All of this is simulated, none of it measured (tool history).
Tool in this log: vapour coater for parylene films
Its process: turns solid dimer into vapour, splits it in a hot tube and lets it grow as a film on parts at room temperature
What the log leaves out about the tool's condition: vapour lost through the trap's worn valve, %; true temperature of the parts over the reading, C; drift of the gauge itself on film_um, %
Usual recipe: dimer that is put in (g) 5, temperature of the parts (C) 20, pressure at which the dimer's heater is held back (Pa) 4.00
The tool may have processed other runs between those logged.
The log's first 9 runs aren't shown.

| run | hour | dimer that is put in (g) | temperature of the parts (C) | pressure at which the dimer's heater is held back (Pa) | hours of work since the trap's valve was overhauled | hours of work since the table's thermometer was calibrated | thickness of the film (um) |
|---|---|---|---|---|---|---|---|
|  | 101.7 | trap's valve overhauled |
| 10 | 107.4 | 5 | 20 | 4.93 | 5 | 103 | 1.13 |
| 11 | 123.7 | 3 | 20 | 4.93 | 19 | 117 | 0.70 |
| 12 | 134.0 | 3 | 20 | 4.93 | 28 | 126 | 0.70 |
| 13 | 142.3 | 3 | 20 | 4.93 | 35 | 133 | 0.67 |
| 14 | 159.0 | 3 | 20 | 4.93 | 49 | 148 | 0.69 |
| 15 | 170.1 | 5 | 20 | 2.34 | 59 | 157 | 1.18 |
| 16 | 179.8 | 5 | 20 | 2.34 | 67 | 165 | 1.21 |
| 17 | 188.6 | 5 | 20 | 3.45 | 74 | 173 | 1.18 |
| 18 | 199.8 | 5 | 20 | 3.45 | 84 | 183 | 1.16 |
| 19 | 216.0 | 5 | 20 | 4.00 | 98 | 196 | 1.12 |
| 20 | 223.4 | 5 | 20 | 5.88 | 104 | 203 | 1.09 |
| 21 | 236.3 | 5 | 20 | 2.71 | 115 | 214 | 1.17 |
| 22 | 248.0 | 5 | 20 | 3.84 | 125 | 224 | 1.16 |
| 23 | 257.8 | 5 | 20 | 3.84 | 134 | 232 | 1.15 |
| 24 | 269.3 | 3 | 20 | 4.00 | 143 | 242 | 0.67 |

Run 25, settings as shown, results not yet in. Your forecast:
| 25 | 281.4 | 3 | 20 | 4.00 | 154 | 252 | ? |

thickness of the film (um): 0.68
If the tool had no hidden condition, the same run with the same run-to-run variation would have returned thickness of the film (um) 0.70.
